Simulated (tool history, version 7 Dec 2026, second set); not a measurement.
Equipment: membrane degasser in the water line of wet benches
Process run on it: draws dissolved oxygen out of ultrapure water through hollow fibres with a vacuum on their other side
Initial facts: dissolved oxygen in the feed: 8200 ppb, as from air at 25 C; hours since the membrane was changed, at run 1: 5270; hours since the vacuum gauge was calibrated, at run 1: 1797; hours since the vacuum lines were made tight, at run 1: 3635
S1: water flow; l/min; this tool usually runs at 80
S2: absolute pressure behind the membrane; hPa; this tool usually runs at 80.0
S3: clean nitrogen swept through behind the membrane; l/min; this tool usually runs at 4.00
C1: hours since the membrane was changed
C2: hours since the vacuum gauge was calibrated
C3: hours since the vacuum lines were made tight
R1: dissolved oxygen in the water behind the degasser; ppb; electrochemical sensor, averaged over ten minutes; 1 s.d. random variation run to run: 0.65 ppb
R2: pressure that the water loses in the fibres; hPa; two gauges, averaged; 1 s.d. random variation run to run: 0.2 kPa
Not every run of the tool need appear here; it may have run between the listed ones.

| run | hour | S1 | S2 | S3 | C1 | C2 | C3 | R1 | R2 |
|---|---|---|---|---|---|---|---|---|---|
| 1 | 0.0 | 80 | 80.0 | 4.00 | 5270 | 1797 | 3635 | 218.0 | 428.6 |
| 2 | 94.8 | 80 | 80.0 | 11.00 | 5365 | 1892 | 3730 | 90.6 | 428.0 |
| 3 | 164.2 | 80 | 80.0 | 11.00 | 5435 | 1962 | 3799 | 89.8 | 425.7 |
| 4 | 269.2 | 80 | 80.0 | 11.00 | 5540 | 2067 | 3904 | 90.3 | 425.3 |
| 5 | 374.4 | 80 | 80.0 | 4.00 | 5645 | 2172 | 4009 | 215.9 | 423.9 |
| 6 | 438.6 | 80 | 85.8 | 4.00 | 5709 | 2236 | 4073 | 240.4 | 424.1 |
| 7 | 492.4 | 80 | 85.8 | 4.00 | 5763 | 2290 | 4127 | 240.0 | 426.8 |
| 8 | 591.9 | 80 | 80.0 | 4.00 | 5862 | 2389 | 4227 | 216.8 | 427.9 |
| 9 | 678.8 | 80 | 80.0 | 4.00 | 5949 | 2476 | 4314 | 216.5 | 425.4 |
| 10 | 742.1 | 80 | 80.0 | 4.00 | 6012 | 2539 | 4377 | 216.2 | 421.2 |
| 11 | 811.2 | 83 | 80.0 | 4.00 | 6082 | 2609 | 4446 | 224.0 | 435.4 |
| 12 | 932.8 | 83 | 80.0 | 4.00 | 6203 | 2730 | 4568 | 224.4 | 440.5 |
| 13 | 1066.9 | 83 | 80.0 | 4.00 | 6337 | 2864 | 4702 | 222.6 | 441.1 |
| 14 | 1195.0 | 80 | 99.3 | 4.00 | 6465 | 2992 | 4830 | 295.8 | 418.0 |
| 15 | 1323.7 | 67 | 80.0 | 4.00 | 6594 | 3121 | 4959 | 183.2 | 353.4 |
| 16 | 1445.3 | 59 | 80.0 | 4.00 | 6716 | 3243 | 5080 | 162.3 | 310.0 |
| 17 | 1568.5 | 59 | 80.0 | 4.00 | 6839 | 3366 | 5203 | 162.0 | 305.8 |
| 18 | 1684.6 | 78 | 78.8 | 2.16 | 6955 | 3482 | 5319 | 341.2 | 409.5 |
| 19 | 1763.1 | 78 | 78.8 | 2.16 | 7033 | 3560 | 5398 | 340.2 | 412.7 |
| 20 | 1855.1 | 78 | 140.7 | 2.16 | 7125 | 3652 | 5490 | 749.0 | 407.5 |
| 21 | 1941.9 | 77 | 159.6 | 4.82 | 7212 | 3739 | 5577 | 448.2 | 402.4 |
| 22 | 2034.8 | 77 | 159.6 | 4.82 | 7305 | 3832 | 5670 | 447.6 | 401.4 |
| 23 | 2095.9 | 77 | 159.6 | 4.82 | 7366 | 3893 | 5731 | 446.4 | 401.1 |
| 24 | 2226.7 | 77 | 159.6 | 4.82 | 7497 | 4024 | 5861 | 449.7 | 399.8 |
|  | 2258.3 | seals of the vacuum lines changed |
| 25 | 2298.2 | 77 | 89.0 | 1.72 | 7567 | 4094 | 40 | 480.0 | 397.6 |
|  | 2357.1 | gauge calibrated |
| 26 | 2357.1 | 80 | 48.4 | 6.83 | 7625 | 4152 | 99 | 52.2 | 426.3 |
| 27 | 2425.7 | 75 | 99.1 | 4.00 | 7694 | 4221 | 167 | 279.8 | 399.4 |
| 28 | 2541.7 | 80 | 90.7 | 2.81 | 7810 | 4337 | 283 | 349.9 | 429.6 |
| 29 | 2616.5 | 110 | 90.7 | 3.19 | 7885 | 4412 | 358 | 419.6 | 586.3 |
| 30 | 2690.1 | 80 | 75.1 | 4.00 | 7958 | 4485 | 432 | 194.9 | 423.7 |
| 31 | 2794.2 | 80 | 80.0 | 10.21 | 8063 | 4590 | 536 | 96.3 | 424.5 |
| 32 | 2858.6 | 89 | 58.6 | 6.51 | 8127 | 4654 | 600 | 93.3 | 470.5 |

Here are 4 independent what-if runs from the current tool condition. What would each one return?
| A | 2915.9 | 53 | 112.4 | 4.00 | 8184 | 4711 | 658 | ? | ? |
| B | 2915.9 | 80 | 58.6 | 7.67 | 8184 | 4711 | 658 | ? | ? |
| C | 2915.9 | 76 | 106.6 | 2.78 | 8184 | 4711 | 658 | ? | ? |
| D | 2915.9 | 103 | 80.0 | 4.00 | 8184 | 4711 | 658 | ? | ? |

| run | R1 | R2 |
|---|---|---|
| A | 241.3 | 281.1 |
| B | 72.4 | 421.5 |
| C | 424.4 | 403.5 |
| D | 274.8 | 549.9 |
The same runs, with their run-to-run variation unchanged, on a tool lacking any hidden condition would have given:
| run | R1 | R2 |
|---|---|---|
| A | 241.2 | 282.6 |
| B | 72.3 | 423.8 |
| C | 424.3 | 405.6 |
| D | 274.6 | 552.8 |
